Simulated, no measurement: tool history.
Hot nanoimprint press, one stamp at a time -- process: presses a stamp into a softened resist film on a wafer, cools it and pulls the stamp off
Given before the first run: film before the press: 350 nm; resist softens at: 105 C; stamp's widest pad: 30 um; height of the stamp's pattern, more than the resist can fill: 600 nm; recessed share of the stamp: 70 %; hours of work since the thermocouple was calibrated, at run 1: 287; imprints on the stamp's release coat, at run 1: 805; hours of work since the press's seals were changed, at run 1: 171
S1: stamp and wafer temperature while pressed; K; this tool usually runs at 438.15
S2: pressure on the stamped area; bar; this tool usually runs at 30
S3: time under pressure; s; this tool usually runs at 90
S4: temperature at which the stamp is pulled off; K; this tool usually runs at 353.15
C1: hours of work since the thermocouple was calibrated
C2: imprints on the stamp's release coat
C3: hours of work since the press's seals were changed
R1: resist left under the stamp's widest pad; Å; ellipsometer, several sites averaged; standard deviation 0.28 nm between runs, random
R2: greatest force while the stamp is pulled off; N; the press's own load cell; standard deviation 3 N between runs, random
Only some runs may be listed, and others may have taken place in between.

{"run": 1, "hour": 0.0, "S1": 438.15, "S2": 30, "S3": 90, "S4": 353.15, "C1": 287, "C2": 805, "C3": 171, "R1": 1301, "R2": 175}
{"run": 2, "hour": 5.6, "S1": 438.15, "S2": 30, "S3": 177, "S4": 353.15, "C1": 290, "C2": 828, "C3": 174, "R1": 978, "R2": 182}
{"run": 3, "hour": 14.9, "S1": 438.15, "S2": 30, "S3": 177, "S4": 353.15, "C1": 295, "C2": 864, "C3": 179, "R1": 978, "R2": 177}
{"run": 4, "hour": 22.0, "S1": 438.15, "S2": 30, "S3": 177, "S4": 353.15, "C1": 298, "C2": 893, "C3": 182, "R1": 978, "R2": 181}
{"hour": 29.5, "done": "plate thermocouple calibrated"}
{"run": 5, "hour": 34.5, "S1": 438.15, "S2": 30, "S3": 177, "S4": 353.15, "C1": 3, "C2": 931, "C3": 187, "R1": 1010, "R2": 179}
{"run": 6, "hour": 42.0, "S1": 438.15, "S2": 30, "S3": 177, "S4": 353.15, "C1": 6, "C2": 960, "C3": 191, "R1": 1011, "R2": 180}
{"run": 7, "hour": 50.5, "S1": 438.15, "S2": 30, "S3": 177, "S4": 353.15, "C1": 11, "C2": 994, "C3": 195, "R1": 1009, "R2": 185}
{"run": 8, "hour": 60.5, "S1": 438.15, "S2": 30, "S3": 177, "S4": 353.15, "C1": 16, "C2": 1034, "C3": 200, "R1": 1011, "R2": 188}
{"run": 9, "hour": 65.3, "S1": 438.15, "S2": 30, "S3": 82, "S4": 353.15, "C1": 18, "C2": 1053, "C3": 203, "R1": 1392, "R2": 193}
{"run": 10, "hour": 70.7, "S1": 438.15, "S2": 30, "S3": 82, "S4": 353.15, "C1": 21, "C2": 1074, "C3": 206, "R1": 1385, "R2": 194}
{"run": 11, "hour": 80.5, "S1": 438.15, "S2": 30, "S3": 90, "S4": 353.15, "C1": 26, "C2": 1113, "C3": 211, "R1": 1338, "R2": 199}
{"run": 12, "hour": 86.2, "S1": 438.15, "S2": 26.9, "S3": 90, "S4": 353.15, "C1": 29, "C2": 1136, "C3": 214, "R1": 1405, "R2": 201}
{"run": 13, "hour": 93.1, "S1": 438.15, "S2": 26.9, "S3": 90, "S4": 353.15, "C1": 33, "C2": 1163, "C3": 217, "R1": 1403, "R2": 194}
{"run": 14, "hour": 102.3, "S1": 438.15, "S2": 26.9, "S3": 90, "S4": 353.15, "C1": 37, "C2": 1200, "C3": 222, "R1": 1403, "R2": 203}
{"run": 15, "hour": 112.5, "S1": 438.15, "S2": 26.9, "S3": 90, "S4": 353.15, "C1": 43, "C2": 1240, "C3": 227, "R1": 1407, "R2": 195}
{"run": 16, "hour": 120.7, "S1": 441.15, "S2": 34, "S3": 130, "S4": 344.15, "C1": 47, "C2": 1273, "C3": 231, "R1": 926, "R2": 239}
{"run": 17, "hour": 130.3, "S1": 441.15, "S2": 34, "S3": 130, "S4": 344.15, "C1": 52, "C2": 1311, "C3": 236, "R1": 922, "R2": 242}
{"run": 18, "hour": 141.6, "S1": 441.15, "S2": 34, "S3": 130, "S4": 344.15, "C1": 57, "C2": 1356, "C3": 242, "R1": 918, "R2": 242}
{"run": 19, "hour": 151.3, "S1": 445.15, "S2": 30, "S3": 144, "S4": 353.15, "C1": 62, "C2": 1394, "C3": 247, "R1": 769, "R2": 209}
{"run": 20, "hour": 161.9, "S1": 445.15, "S2": 30, "S3": 144, "S4": 353.15, "C1": 68, "C2": 1436, "C3": 252, "R1": 765, "R2": 216}
{"run": 21, "hour": 167.1, "S1": 438.15, "S2": 47.9, "S3": 81, "S4": 353.15, "C1": 71, "C2": 1457, "C3": 255, "R1": 1122, "R2": 218}
{"run": 22, "hour": 177.0, "S1": 438.15, "S2": 21.4, "S3": 90, "S4": 346.15, "C1": 76, "C2": 1496, "C3": 260, "R1": 1552, "R2": 232}
{"run": 23, "hour": 185.8, "S1": 439.15, "S2": 38.9, "S3": 90, "S4": 353.15, "C1": 80, "C2": 1531, "C3": 265, "R1": 1125, "R2": 218}
{"run": 24, "hour": 193.0, "S1": 447.15, "S2": 20.8, "S3": 90, "S4": 353.15, "C1": 84, "C2": 1560, "C3": 268, "R1": 1025, "R2": 210}
{"run": 25, "hour": 202.4, "S1": 438.15, "S2": 30, "S3": 101, "S4": 344.15, "C1": 89, "C2": 1597, "C3": 273, "R1": 1276, "R2": 264}
{"run": 26, "hour": 211.6, "S1": 427.15, "S2": 30, "S3": 101, "S4": 344.15, "C1": 93, "C2": 1634, "C3": 278, "R1": 2161, "R2": 253}
{"run": 27, "hour": 220.3, "S1": 438.15, "S2": 42.7, "S3": 116, "S4": 350.15, "C1": 98, "C2": 1668, "C3": 282, "R1": 1013, "R2": 235}
{"run": 28, "hour": 228.1, "S1": 438.15, "S2": 42.7, "S3": 116, "S4": 350.15, "C1": 102, "C2": 1699, "C3": 286, "R1": 1013, "R2": 227}
{"run": 29, "hour": 236.6, "S1": 438.15, "S2": 42.7, "S3": 116, "S4": 350.15, "C1": 106, "C2": 1733, "C3": 291, "R1": 1011, "R2": 233}
{"run": 30, "hour": 243.6, "S1": 427.15, "S2": 18.9, "S3": 47, "S4": 340.15, "C1": 110, "C2": 1761, "C3": 294, "R1": 2900, "R2": 290}

For each run, the measured value with the value that run would have given without the tool's hidden condition subtracted. The run-to-run variation is shared by both, the gauge scatter possibly not:
Unlogged tool condition in this case: true temperature over the reading, C; pressure that arrives at the usual setting, %; grip of the stamp's worn release coat, % over a new coat's; drift of the gauge itself on residual_nm, %; drift of the gauge itself on pull_off_n, %.
run=1 R1=-34 R2=+34
run=2 R1=-27 R2=+36
run=3 R1=-27 R2=+37
run=4 R1=-28 R2=+38
run=5 R1=+3 R2=+41
run=6 R1=+3 R2=+42
run=7 R1=+2 R2=+45
run=8 R1=+2 R2=+47
run=9 R1=+3 R2=+49
run=10 R1=+2 R2=+49
run=11 R1=+2 R2=+52
run=12 R1=+1 R2=+53
run=13 R1=+1 R2=+52
run=14 R1=+0 R2=+56
run=15 R1=-1 R2=+56
run=16 R1=+0 R2=+69
run=17 R1=+0 R2=+72
run=18 R1=+0 R2=+74
run=19 R1=+0 R2=+65
run=20 R1=-1 R2=+68
run=21 R1=+3 R2=+70
run=22 R1=-6 R2=+75
run=23 R1=+0 R2=+73
run=24 R1=-4 R2=+70
run=25 R1=-4 R2=+90
run=26 R1=-8 R2=+88
run=27 R1=+0 R2=+83
run=28 R1=-1 R2=+81
run=29 R1=-1 R2=+84
run=30 R1=-11 R2=+107

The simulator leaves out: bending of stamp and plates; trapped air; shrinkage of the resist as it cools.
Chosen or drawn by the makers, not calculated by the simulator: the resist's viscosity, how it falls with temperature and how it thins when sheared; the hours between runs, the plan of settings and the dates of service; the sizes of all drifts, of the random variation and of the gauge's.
